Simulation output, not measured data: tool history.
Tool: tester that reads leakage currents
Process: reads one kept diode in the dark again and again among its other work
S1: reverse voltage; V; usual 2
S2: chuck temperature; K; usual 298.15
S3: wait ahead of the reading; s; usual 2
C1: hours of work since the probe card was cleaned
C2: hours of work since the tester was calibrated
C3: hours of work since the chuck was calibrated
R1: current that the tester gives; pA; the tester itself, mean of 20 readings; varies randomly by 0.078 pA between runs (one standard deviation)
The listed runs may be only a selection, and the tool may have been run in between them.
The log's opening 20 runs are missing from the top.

run 21 hour=2433.3 | S1=2 S2=312.15 S3=0.76 | C1=382 C2=2598 C3=720 | R1=75.82
run 22 hour=2529.6 | S1=2 S2=312.15 S3=0.76 | C1=446 C2=2662 C3=784 | R1=76.54
run 23 hour=2633.8 | S1=5.79 S2=312.15 S3=0.81 | C1=515 C2=2731 C3=853 | R1=143.42
run 24 hour=2739.5 | S1=5.79 S2=312.15 S3=0.81 | C1=586 C2=2801 C3=923 | R1=143.88
-- hour=2827.8 probe card cleaned and baked, once more
run 25 hour=2924 | S1=1.06 S2=332.15 S3=0.81 | C1=64 C2=2922 C3=1044 | R1=218.76
run 26 hour=3059.2 | S1=1.15 S2=307.15 S3=2.78 | C1=154 C2=3012 C3=1133 | R1=36.57
run 27 hour=3214.2 | S1=1.15 S2=307.15 S3=2.78 | C1=257 C2=3115 C3=1236 | R1=37.26
run 28 hour=3377.7 | S1=2.46 S2=318.15 S3=5.68 | C1=365 C2=3223 C3=1345 | R1=130.66
-- hour=3394.1 chuck's temperature calibrated
run 29 hour=3459.8 | S1=2.46 S2=332.15 S3=0.72 | C1=418 C2=3276 C3=44 | R1=301.52
run 30 hour=3587.9 | S1=2.46 S2=332.15 S3=0.72 | C1=504 C2=3362 C3=129 | R1=304.6
run 31 hour=3719.1 | S1=6.13 S2=298.15 S3=2 | C1=591 C2=3449 C3=216 | R1=40.55
run 32 hour=3842.2 | S1=6.13 S2=329.15 S3=2 | C1=672 C2=3530 C3=298 | R1=407.58
run 33 hour=3990.8 | S1=10.69 S2=294.15 S3=0.73 | C1=771 C2=3629 C3=396 | R1=45.52
run 34 hour=4111.7 | S1=12.23 S2=311.15 S3=2.07 | C1=851 C2=3709 C3=477 | R1=167.36
run 35 hour=4271.3 | S1=13.32 S2=295.15 S3=2.07 | C1=957 C2=3815 C3=583 | R1=58.95
run 36 hour=4427.6 | S1=2.67 S2=310.15 S3=2.07 | C1=1061 C2=3919 C3=686 | R1=70.05
run 37 hour=4590.7 | S1=2.67 S2=310.15 S3=2.07 | C1=1170 C2=4028 C3=795 | R1=71.3
run 38 hour=4677.6 | S1=1.89 S2=315.15 S3=1.15 | C1=1227 C2=4085 C3=853 | R1=86.23
run 39 hour=4827.9 | S1=2 S2=298.15 S3=0.37 | C1=1327 C2=4185 C3=952 | R1=25.62
run 40 hour=4974.1 | S1=3.27 S2=298.15 S3=8.13 | C1=1424 C2=4282 C3=1049 | R1=34.43

Here are 3 independent what-if runs from the current tool condition. What would each one return?
run A hour=5098.8 | S1=1.33 S2=294.15 S3=0.95 | C1=1507 C2=4365 C3=1132 | R1=?
run B hour=5098.8 | S1=14.63 S2=327.15 S3=8.13 | C1=1507 C2=4365 C3=1132 | R1=?
run C hour=5098.8 | S1=15.92 S2=301.15 S3=0.49 | C1=1507 C2=4365 C3=1132 | R1=?

run=A R1=15.55
run=B R1=629.04
run=C R1=115.13
Take away the tool's hidden state, keep each run's random variation, and the runs would have read:
run=A R1=11.49
run=B R1=536.69
run=C R1=77
